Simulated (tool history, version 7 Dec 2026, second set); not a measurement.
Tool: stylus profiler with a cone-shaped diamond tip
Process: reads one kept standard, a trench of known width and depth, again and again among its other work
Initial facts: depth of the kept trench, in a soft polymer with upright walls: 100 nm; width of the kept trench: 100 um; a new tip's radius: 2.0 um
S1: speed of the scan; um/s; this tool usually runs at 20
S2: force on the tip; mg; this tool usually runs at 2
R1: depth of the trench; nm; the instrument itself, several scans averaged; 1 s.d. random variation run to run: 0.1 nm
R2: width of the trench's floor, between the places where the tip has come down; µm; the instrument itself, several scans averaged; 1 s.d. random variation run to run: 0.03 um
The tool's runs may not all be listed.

Run 1, hour 0: usual settings. Result: R1 100.78 nm, R2 98.35 µm.
Run 2, hour 22.3: usual settings but S1 6 um/s. Result: R1 100.95 nm, R2 98.47 µm.
Run 3, hour 40: usual settings but S1 6 um/s. Result: R1 100.9 nm, R2 98.54 µm.
Run 4, hour 54.8: usual settings but S1 6 um/s. Result: R1 100.85 nm, R2 98.45 µm.
Run 5, hour 72: usual settings but S2 5.09 mg. Result: R1 101.55 nm, R2 98.36 µm.
Run 6, hour 97.2: usual settings. Result: R1 101.07 nm, R2 98.36 µm.
Run 7, hour 116.2: usual settings. Result: R1 100.96 nm, R2 98.35 µm.
Run 8, hour 141: usual settings. Result: R1 100.91 nm, R2 98.36 µm.
Run 9, hour 158.1: usual settings. Result: R1 100.86 nm, R2 98.4 µm.
Run 10, hour 185.1: usual settings. Result: R1 100.84 nm, R2 98.32 µm.
Run 11, hour 209.5: usual settings. Result: R1 101.14 nm, R2 98.32 µm.
Run 12, hour 236.4: usual settings but S2 0.86 mg. Result: R1 100.68 nm, R2 98.28 µm.
Run 13, hour 261.3: usual settings but S2 0.86 mg. Result: R1 100.76 nm, R2 98.26 µm.
Run 14, hour 291.2: usual settings. Result: R1 101.11 nm, R2 98.3 µm.
Run 15, hour 304.8: usual settings. Result: R1 101.02 nm, R2 98.35 µm.
Run 16, hour 331.5: usual settings but S2 3.46 mg. Result: R1 101.26 nm, R2 98.36 µm.
Run 17, hour 349.1: usual settings. Result: R1 101.03 nm, R2 98.35 µm.
Run 18, hour 366: usual settings but S1 52 um/s. Result: R1 101.14 nm, R2 98.18 µm.
Run 19, hour 395.1: usual settings but S1 34 um/s. Result: R1 100.9 nm, R2 98.18 µm.
Run 20, hour 416: usual settings. Result: R1 101.15 nm, R2 98.29 µm.
Run 21, hour 431.2: usual settings. Result: R1 101.24 nm, R2 98.32 µm.
Run 22, hour 458.2: usual settings but S2 0.89 mg. Result: R1 100.71 nm, R2 98.25 µm.
Run 23, hour 479.9: usual settings but S2 1.16 mg. Result: R1 100.93 nm, R2 98.31 µm.
Run 24, hour 496: usual settings but S2 1.16 mg. Result: R1 101.03 nm, R2 98.28 µm.
Run 25, hour 512.7: usual settings but S1 12 um/s, S2 1.14 mg. Result: R1 100.85 nm, R2 98.33 µm.
Run 26, hour 541.3: usual settings but S1 35 um/s, S2 1.7 mg. Result: R1 101.1 nm, R2 98.16 µm.
Run 27, hour 559.8: usual settings but S1 6 um/s, S2 4.66 mg. Result: R1 101.45 nm, R2 98.37 µm.
Run 28, hour 579.1: usual settings but S1 6 um/s, S2 4.66 mg. Result: R1 101.47 nm, R2 98.42 µm.
Run 29, hour 597.7: usual settings but S1 6 um/s, S2 4.66 mg. Result: R1 101.51 nm, R2 98.44 µm.
Run 30, hour 623.8: usual settings but S1 24 um/s. Result: R1 101.04 nm, R2 98.26 µm.
Run 31, hour 644.1: usual settings but S1 24 um/s. Result: R1 101.16 nm, R2 98.27 µm.
Run 32, hour 662.8: usual settings but S1 24 um/s. Result: R1 101.23 nm, R2 98.32 µm.
Run 33, hour 684.9: usual settings but S1 24 um/s. Result: R1 101.17 nm, R2 98.23 µm.
Run 34, hour 704.5: usual settings but S1 24 um/s. Result: R1 101.1 nm, R2 98.24 µm.
Run 35, hour 726.1: usual settings but S1 24 um/s. Result: R1 101.14 nm, R2 98.31 µm.
Run 36, hour 752.8: usual settings but S1 24 um/s. Result: R1 101.24 nm, R2 98.27 µm.
Run 37, hour 776.1: usual settings but S1 24 um/s. Result: R1 101.27 nm, R2 98.31 µm.
Run 38, hour 801.3: usual settings but S1 60 um/s, S2 1.04 mg. Result: R1 100.83 nm, R2 97.92 µm.
Run 39, hour 823.6: usual settings but S1 7 um/s, S2 5.78 mg. Result: R1 101.69 nm, R2 98.39 µm.
Run 40, hour 851.7: usual settings but S1 7 um/s, S2 5.78 mg. Result: R1 101.71 nm, R2 98.35 µm.
Run 41, hour 879.5: usual settings but S1 10 um/s, S2 2.41 mg. Result: R1 101.12 nm, R2 98.34 µm.
Run 42, hour 900.9: usual settings but S1 19 um/s, S2 4.72 mg. Result: R1 101.79 nm, R2 98.26 µm.
Run 43, hour 925.4: usual settings but S1 66 um/s. Result: R1 101.15 nm, R2 97.93 µm.
Run 44, hour 948.7: usual settings but S1 66 um/s. Result: R1 101.05 nm, R2 97.92 µm.
Run 45, hour 973.1: usual settings but S1 66 um/s. Result: R1 101.26 nm, R2 97.94 µm.
At hour 989.6: new tip fitted, height scale calibrated.
Run 46, hour 999.8: usual settings but S1 49 um/s, S2 1.14 mg. Result: R1 100.52 nm, R2 98.33 µm.
Run 47, hour 1018.4: usual settings but S1 73 um/s, S2 1.14 mg. Result: R1 100.43 nm, R2 98.14 µm.

Alternative continuations, all from the tool just after run 47; predict every row:
Run A, hour 1048: usual settings but S1 6 um/s, S2 0.89 mg. Result: R1 ?, R2 ?.
Run B, hour 1048: usual settings but S1 5 um/s, S2 3.58 mg. Result: R1 ?, R2 ?.
Run C, hour 1048: usual settings but S1 14 um/s, S2 1.14 mg. Result: R1 ?, R2 ?.

run      R1     R2
  A   100.3  98.65
  B  101.06  98.71
  C  100.32  98.58
Without the tool's unlogged condition, the same runs would have read:
run      R1     R2
  A  100.26  98.66
  B  101.02  98.72
  C  100.28  98.59
